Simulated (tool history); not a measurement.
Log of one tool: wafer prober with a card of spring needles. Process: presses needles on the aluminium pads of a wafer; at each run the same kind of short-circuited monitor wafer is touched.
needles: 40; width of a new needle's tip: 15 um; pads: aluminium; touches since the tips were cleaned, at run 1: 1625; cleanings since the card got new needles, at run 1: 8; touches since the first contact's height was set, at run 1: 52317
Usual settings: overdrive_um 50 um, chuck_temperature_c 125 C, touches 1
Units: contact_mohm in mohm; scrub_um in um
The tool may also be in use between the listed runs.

run  hour  overdrive_um  chuck_temperature_c  touches  touches since the tips were cleaned  cleanings since the card got new needles  touches since the first contact's height was set  contact_mohm  scrub_um
  1   0.0            50                  125        1                                 1625                                         8                                             52317           306     11.68
  2   6.5            50                  125        1                                 4654                                         8                                             55346           358     11.55
      9.7  -- tips cleaned on abrasive film
  3  15.4            50                  125        1                                 2637                                         9                                             59460           332     11.55
     23.0  -- tips cleaned on abrasive film
  4  25.3            50                  125        1                                 1108                                        10                                             64071           285     11.73
  5  33.0            54                  125        1                                 4700                                        10                                             67663           349     12.57
     36.1  -- tips cleaned on abrasive film
  6  41.0            42                  125        3                                 2306                                        11                                             71356           275      9.70
     49.1  -- tips cleaned on abrasive film
  7  50.2            42                  125        3                                  491                                        12                                             75578           246      9.74
  8  58.7            35                   44        1                                 4478                                        12                                             79565           530      8.12
     62.4  -- tips cleaned on abrasive film
  9  63.8            45                   53        1                                  652                                        13                                             81924           273     10.47
 10  75.1            40                   53        1                                 5922                                        13                                             87194           488      9.20

Predict each of these 4 candidate next runs independently; none follows another, all start after run 10:
     76.0  -- tips cleaned on abrasive film
  A  84.5            41                  125        1                                 3948                                        14                                             91530             ?         ?
     76.0  -- tips cleaned on abrasive film
  B  84.5            40                   96        1                                 3948                                        14                                             91530             ?         ?
     76.0  -- tips cleaned on abrasive film
  C  84.5            35                   53        1                                 3948                                        14                                             91530             ?         ?
     76.0  -- tips cleaned on abrasive film
  D  84.5            40                   32        2                                 3948                                        14                                             91530             ?         ?

run  contact_mohm  scrub_um
  A           431      9.34
  B           448      9.17
  C           525      7.94
  D           355      9.14
Take away the tool's hidden state, keep each run's random variation, and the runs would have read:
run  contact_mohm  scrub_um
  A           227      9.61
  B           221      9.44
  C           213      8.22
  D           205      9.42

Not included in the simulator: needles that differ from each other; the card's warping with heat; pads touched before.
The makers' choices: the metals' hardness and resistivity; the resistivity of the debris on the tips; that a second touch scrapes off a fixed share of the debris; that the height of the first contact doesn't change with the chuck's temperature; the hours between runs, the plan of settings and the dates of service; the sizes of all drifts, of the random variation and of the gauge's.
